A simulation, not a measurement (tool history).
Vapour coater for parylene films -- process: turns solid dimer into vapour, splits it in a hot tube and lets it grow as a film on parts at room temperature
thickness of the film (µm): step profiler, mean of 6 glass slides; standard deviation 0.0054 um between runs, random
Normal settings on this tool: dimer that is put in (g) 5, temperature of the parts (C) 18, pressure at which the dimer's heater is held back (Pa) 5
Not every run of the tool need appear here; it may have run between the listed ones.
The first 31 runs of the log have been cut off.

| run | hour | dimer that is put in (g) | temperature of the parts (C) | pressure at which the dimer's heater is held back (Pa) | thickness of the film (µm) |
|---|---|---|---|---|---|
| 32 | 404.2 | 3 | 19 | 5.15 | 1.254 |
| 33 | 421 | 3 | 19 | 5.15 | 1.254 |
| 34 | 431.3 | 6 | 12 | 10.25 | 2.681 |
| 35 | 447.1 | 6 | 14 | 5 | 2.884 |
| 36 | 456.5 | 6 | 14 | 5 | 2.889 |
| 37 | 471.1 | 2 | 18 | 2.22 | 0.99 |
| 38 | 483.8 | 2 | 18 | 2.22 | 0.998 |
| 39 | 497.6 | 7 | 11 | 3.95 | 3.816 |
| 40 | 513.8 | 6 | 14 | 3.95 | 3.006 |
| 41 | 526.6 | 7 | 13 | 3.95 | 3.599 |
| 42 | 539.5 | 7 | 12 | 3.51 | 3.79 |
| 43 | 548.5 | 3 | 18 | 2.04 | 1.506 |
| 44 | 562 | 4 | 17 | 8.14 | 1.595 |
| 45 | 575.3 | 3 | 11 | 12 | 1.324 |
| 46 | 588.5 | 5 | 17 | 9.38 | 1.941 |
| 47 | 601.3 | 7 | 25 | 4.79 | 2.446 |

Alternative continuations, all from the tool just after run 47; predict every row:
| A | 611.4 | 9 | 17 | 6.58 | ? |
| B | 611.4 | 6 | 18 | 5 | ? |
| C | 611.4 | 7 | 18 | 5 | ? |

| run | thickness of the film (µm) |
|---|---|
| A | 3.72 |
| B | 2.543 |
| C | 2.958 |
Without the tool's hidden state the same runs would have given:
| run | thickness of the film (µm) |
|---|---|
| A | 3.857 |
| B | 2.637 |
| C | 3.068 |

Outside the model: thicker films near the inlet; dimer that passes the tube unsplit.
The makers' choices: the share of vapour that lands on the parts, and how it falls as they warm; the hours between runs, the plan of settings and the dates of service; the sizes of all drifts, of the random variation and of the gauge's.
